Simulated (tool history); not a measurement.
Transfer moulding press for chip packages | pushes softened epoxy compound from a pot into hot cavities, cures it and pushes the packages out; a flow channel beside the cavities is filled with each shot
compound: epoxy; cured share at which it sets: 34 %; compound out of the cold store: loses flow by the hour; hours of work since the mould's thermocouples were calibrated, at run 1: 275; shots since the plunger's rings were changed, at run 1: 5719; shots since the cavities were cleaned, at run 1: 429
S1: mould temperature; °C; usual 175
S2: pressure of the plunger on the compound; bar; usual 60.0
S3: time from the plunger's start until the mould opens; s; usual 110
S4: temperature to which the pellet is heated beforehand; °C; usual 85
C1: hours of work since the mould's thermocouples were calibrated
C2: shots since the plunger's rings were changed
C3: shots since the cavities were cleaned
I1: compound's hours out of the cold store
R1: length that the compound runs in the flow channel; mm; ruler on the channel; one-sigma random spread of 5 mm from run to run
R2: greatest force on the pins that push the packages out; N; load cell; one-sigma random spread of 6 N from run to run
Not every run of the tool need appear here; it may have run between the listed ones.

| run | day | S1 | S2 | S3 | S4 | C1 | C2 | C3 | I1 | R1 | R2 |
|---|---|---|---|---|---|---|---|---|---|---|---|
| 1 | 0.000 | 175 | 60.0 | 110 | 85 | 275 | 5719 | 429 | 44.1 | 751 | 435 |
|  | 0.154 | cavities cleaned with cleaning compound and waxed |
| 2 | 0.388 | 175 | 60.0 | 110 | 85 | 280 | 5818 | 71 | 44.0 | 756 | 368 |
|  | 0.575 | plunger's sealing rings changed |
| 3 | 0.946 | 175 | 60.0 | 110 | 85 | 288 | 112 | 209 | 35.2 | 855 | 408 |
| 4 | 1.562 | 175 | 60.0 | 110 | 85 | 299 | 299 | 396 | 43.6 | 825 | 440 |
|  | 1.788 | cavities cleaned with cleaning compound and waxed |
| 5 | 2.242 | 175 | 60.0 | 110 | 85 | 309 | 486 | 137 | 13.8 | 953 | 404 |
| 6 | 2.521 | 175 | 60.0 | 110 | 85 | 314 | 571 | 222 | 40.0 | 828 | 405 |
| 7 | 3.029 | 175 | 60.0 | 110 | 85 | 323 | 726 | 377 | 12.9 | 953 | 452 |
|  | 3.333 | cavities cleaned with cleaning compound and waxed |
| 8 | 3.371 | 175 | 66.8 | 110 | 85 | 327 | 810 | 11 | 43.0 | 875 | 358 |
| 9 | 3.979 | 175 | 66.8 | 110 | 85 | 338 | 995 | 196 | 47.8 | 838 | 383 |
| 10 | 4.388 | 175 | 60.0 | 110 | 85 | 345 | 1119 | 320 | 47.6 | 802 | 415 |
|  | 4.904 | cavities cleaned with cleaning compound and waxed |
| 11 | 4.983 | 175 | 60.0 | 110 | 85 | 354 | 1281 | 23 | 13.9 | 944 | 361 |
| 12 | 5.508 | 177 | 70.0 | 105 | 85 | 363 | 1441 | 183 | 20.1 | 958 | 393 |
| 13 | 6.079 | 177 | 54.0 | 128 | 85 | 373 | 1614 | 356 | 19.4 | 847 | 388 |
|  | 6.458 | cavities cleaned with cleaning compound and waxed |
| 14 | 6.517 | 177 | 54.0 | 128 | 85 | 379 | 1728 | 18 | 11.9 | 879 | 331 |
| 15 | 7.017 | 177 | 74.7 | 128 | 85 | 387 | 1880 | 170 | 39.6 | 907 | 372 |
| 16 | 7.588 | 175 | 70.0 | 146 | 85 | 397 | 2053 | 343 | 42.9 | 873 | 392 |
|  | 8.012 | cavities cleaned with cleaning compound and waxed |
| 17 | 8.067 | 175 | 70.0 | 146 | 85 | 404 | 2180 | 17 | 43.2 | 868 | 321 |
| 18 | 8.533 | 178 | 64.1 | 126 | 93 | 412 | 2321 | 158 | 30.4 | 862 | 365 |
| 19 | 8.833 | 178 | 64.1 | 126 | 93 | 417 | 2413 | 250 | 38.0 | 834 | 377 |
| 20 | 9.388 | 179 | 64.1 | 94 | 77 | 427 | 2580 | 417 | 40.7 | 810 | 426 |
|  | 9.571 | cavities cleaned with cleaning compound and waxed |
| 21 | 9.725 | 177 | 56.2 | 106 | 85 | 432 | 2664 | 47 | 26.3 | 816 | 356 |

5 ways to go on from here, each from the tool as it stands after run 21. What would each give?
| A | 10.242 | 169 | 47.9 | 106 | 77 | 440 | 2822 | 205 | 47.7 | ? | ? |
| B | 10.242 | 181 | 56.2 | 106 | 88 | 440 | 2822 | 205 | 20.3 | ? | ? |
| C | 10.242 | 175 | 54.3 | 106 | 91 | 440 | 2822 | 205 | 40.2 | ? | ? |
| D | 10.242 | 169 | 73.9 | 143 | 85 | 440 | 2822 | 205 | 27.6 | ? | ? |
| E | 10.242 | 175 | 60.0 | 110 | 79 | 440 | 2822 | 205 | 43.0 | ? | ? |

| run | R1 | R2 |
|---|---|---|
| A | 728 | 556 |
| B | 836 | 376 |
| C | 763 | 411 |
| D | 983 | 397 |
| E | 791 | 394 |
With no hidden state in the tool, these same runs would have given:
| run | R1 | R2 |
|---|---|---|
| A | 767 | 528 |
| B | 879 | 331 |
| C | 804 | 373 |
| D | 1036 | 359 |
| E | 832 | 355 |
